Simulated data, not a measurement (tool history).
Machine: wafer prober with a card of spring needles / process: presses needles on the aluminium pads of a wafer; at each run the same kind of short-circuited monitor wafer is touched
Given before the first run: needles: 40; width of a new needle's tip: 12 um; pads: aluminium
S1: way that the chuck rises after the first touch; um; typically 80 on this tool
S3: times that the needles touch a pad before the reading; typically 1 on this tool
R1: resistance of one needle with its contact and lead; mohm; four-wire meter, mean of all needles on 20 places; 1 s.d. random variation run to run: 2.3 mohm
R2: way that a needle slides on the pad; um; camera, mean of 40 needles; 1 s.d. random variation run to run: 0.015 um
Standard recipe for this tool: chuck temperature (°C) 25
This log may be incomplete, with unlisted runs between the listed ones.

run 1 hour=0 | S1=80 chuck_temperature_(°C)=25 S3=1 | R1=403 R2=11.41
-- hour=2.9 tips cleaned on abrasive film
-- hour=17.2 tips cleaned on abrasive film
-- hour=29.6 tips cleaned on abrasive film
run 2 hour=35.2 | S1=80 chuck_temperature_(°C)=25 S3=1 | R1=346 R2=11.41
-- hour=42.8 tips cleaned on abrasive film
run 3 hour=53.4 | S1=67 chuck_temperature_(°C)=25 S3=1 | R1=449 R2=9.51
-- hour=56.4 tips cleaned on abrasive film
-- hour=68.1 height of the first contact set anew
-- hour=69.6 tips cleaned on abrasive film
run 4 hour=69.6 | S1=60 chuck_temperature_(°C)=25 S3=1 | R1=290 R2=8.6
-- hour=82.1 tips cleaned on abrasive film
run 5 hour=89 | S1=60 chuck_temperature_(°C)=25 S3=1 | R1=457 R2=8.62
-- hour=96 tips cleaned on abrasive film
-- hour=108.7 tips cleaned on abrasive film
-- hour=120.7 tips cleaned on abrasive film
run 6 hour=121.1 | S1=80 chuck_temperature_(°C)=25 S3=1 | R1=279 R2=11.44
-- hour=133.5 tips cleaned on abrasive film
-- hour=145.8 tips cleaned on abrasive film
-- hour=157.6 tips cleaned on abrasive film
run 7 hour=157.6 | S1=80 chuck_temperature_(°C)=25 S3=1 | R1=273 R2=11.43
-- hour=171.2 tips cleaned on abrasive film
-- hour=184.2 tips cleaned on abrasive film
run 8 hour=186.7 | S1=80 chuck_temperature_(°C)=25 S3=1 | R1=315 R2=11.44
-- hour=198.2 tips cleaned on abrasive film
run 9 hour=204.4 | S1=80 chuck_temperature_(°C)=25 S3=1 | R1=367 R2=11.4
-- hour=210.3 tips cleaned on abrasive film
-- hour=223 tips cleaned on abrasive film
run 10 hour=232.5 | S1=80 chuck_temperature_(°C)=25 S3=1 | R1=392 R2=11.37
-- hour=237.4 tips cleaned on abrasive film
-- hour=249.2 tips cleaned on abrasive film
-- hour=262.2 tips cleaned on abrasive film
-- hour=262.5 height of the first contact set anew
run 11 hour=262.8 | S1=80 chuck_temperature_(°C)=25 S3=1 | R1=274 R2=11.48
-- hour=275.6 tips cleaned on abrasive film
run 12 hour=286.6 | S1=66 chuck_temperature_(°C)=25 S3=1 | R1=457 R2=9.48
-- hour=289.5 tips cleaned on abrasive film
-- hour=302.5 tips cleaned on abrasive film
-- hour=315.7 tips cleaned on abrasive film
run 13 hour=319.2 | S1=66 chuck_temperature_(°C)=25 S3=1 | R1=357 R2=9.46
-- hour=329.7 tips cleaned on abrasive film
-- hour=342.9 tips cleaned on abrasive film
run 14 hour=353.6 | S1=66 chuck_temperature_(°C)=25 S3=1 | R1=465 R2=9.42
-- hour=356.5 tips cleaned on abrasive film
-- hour=369.5 tips cleaned on abrasive film
run 15 hour=369.5 | S1=66 chuck_temperature_(°C)=25 S3=1 | R1=284 R2=9.4
-- hour=383.5 tips cleaned on abrasive film
-- hour=396.5 tips cleaned on abrasive film
run 16 hour=396.5 | S1=66 chuck_temperature_(°C)=25 S3=1 | R1=284 R2=9.39
-- hour=409.1 tips cleaned on abrasive film
-- hour=422.2 tips cleaned on abrasive film
run 17 hour=426.2 | S1=66 chuck_temperature_(°C)=25 S3=1 | R1=394 R2=9.37
-- hour=434.9 tips cleaned on abrasive film
-- hour=449 tips cleaned on abrasive film
run 18 hour=451.5 | S1=66 chuck_temperature_(°C)=25 S3=1 | R1=351 R2=9.41
-- hour=456.7 height of the first contact set anew
-- hour=461.3 tips cleaned on abrasive film
-- hour=472.9 tips cleaned on abrasive film
run 19 hour=480.1 | S1=66 chuck_temperature_(°C)=49 S3=1 | R1=437 R2=9.46
-- hour=486.9 tips cleaned on abrasive film
-- hour=499.9 tips cleaned on abrasive film
run 20 hour=501.7 | S1=66 chuck_temperature_(°C)=49 S3=1 | R1=336 R2=9.43
-- hour=512.9 tips cleaned on abrasive film
-- hour=524.7 tips cleaned on abrasive film
run 21 hour=527.8 | S1=95 chuck_temperature_(°C)=67 S3=2 | R1=301 R2=13.62
-- hour=538.3 tips cleaned on abrasive film
-- hour=550.5 tips cleaned on abrasive film
run 22 hour=550.7 | S1=95 chuck_temperature_(°C)=26 S3=1 | R1=274 R2=13.59
-- hour=562.4 tips cleaned on abrasive film
-- hour=574.5 tips cleaned on abrasive film
run 23 hour=582.3 | S1=95 chuck_temperature_(°C)=26 S3=1 | R1=351 R2=13.55
-- hour=587.6 tips cleaned on abrasive film
run 24 hour=598.5 | S1=99 chuck_temperature_(°C)=54 S3=2 | R1=326 R2=14.15
-- hour=600.8 tips cleaned on abrasive film
-- hour=613.3 tips cleaned on abrasive film
run 25 hour=616 | S1=94 chuck_temperature_(°C)=25 S3=2 | R1=287 R2=13.41
-- hour=627.3 tips cleaned on abrasive film
-- hour=639.7 tips cleaned on abrasive film
run 26 hour=646 | S1=94 chuck_temperature_(°C)=25 S3=2 | R1=317 R2=13.37
-- hour=651.9 tips cleaned on abrasive film
-- hour=652.2 height of the first contact set anew
-- hour=664.6 tips cleaned on abrasive film
run 27 hour=667.4 | S1=94 chuck_temperature_(°C)=25 S3=2 | R1=296 R2=13.51
-- hour=678.1 tips cleaned on abrasive film
run 28 hour=682.9 | S1=94 chuck_temperature_(°C)=25 S3=2 | R1=304 R2=13.48
-- hour=689.9 tips cleaned on abrasive film
-- hour=702.8 tips cleaned on abrasive film
run 29 hour=705.3 | S1=94 chuck_temperature_(°C)=25 S3=2 | R1=287 R2=13.48

Each row is a separate what-if for the run after 29, all from the same tool condition, not one after another. Results?
-- hour=717 tips cleaned on abrasive film
-- hour=728.7 tips cleaned on abrasive film
run A hour=736.4 | S1=81 chuck_temperature_(°C)=93 S3=1 | R1=? R2=?
-- hour=717 tips cleaned on abrasive film
-- hour=728.7 tips cleaned on abrasive film
run B hour=736.4 | S1=80 chuck_temperature_(°C)=51 S3=3 | R1=? R2=?
-- hour=717 tips cleaned on abrasive film
-- hour=728.7 tips cleaned on abrasive film
run C hour=736.4 | S1=65 chuck_temperature_(°C)=91 S3=1 | R1=? R2=?
-- hour=717 tips cleaned on abrasive film
-- hour=728.7 tips cleaned on abrasive film
run D hour=736.4 | S1=73 chuck_temperature_(°C)=41 S3=2 | R1=? R2=?
-- hour=717 tips cleaned on abrasive film
-- hour=728.7 tips cleaned on abrasive film
run E hour=736.4 | S1=94 chuck_temperature_(°C)=57 S3=2 | R1=? R2=?

run=A R1=399 R2=11.59
run=B R1=314 R2=11.43
run=C R1=462 R2=9.28
run=D R1=360 R2=10.46
run=E R1=325 R2=13.46
Without the tool's hidden state the same runs would have given:
run=A R1=278 R2=11.65
run=B R1=266 R2=11.49
run=C R1=283 R2=9.35
run=D R1=265 R2=10.52
run=E R1=265 R2=13.52

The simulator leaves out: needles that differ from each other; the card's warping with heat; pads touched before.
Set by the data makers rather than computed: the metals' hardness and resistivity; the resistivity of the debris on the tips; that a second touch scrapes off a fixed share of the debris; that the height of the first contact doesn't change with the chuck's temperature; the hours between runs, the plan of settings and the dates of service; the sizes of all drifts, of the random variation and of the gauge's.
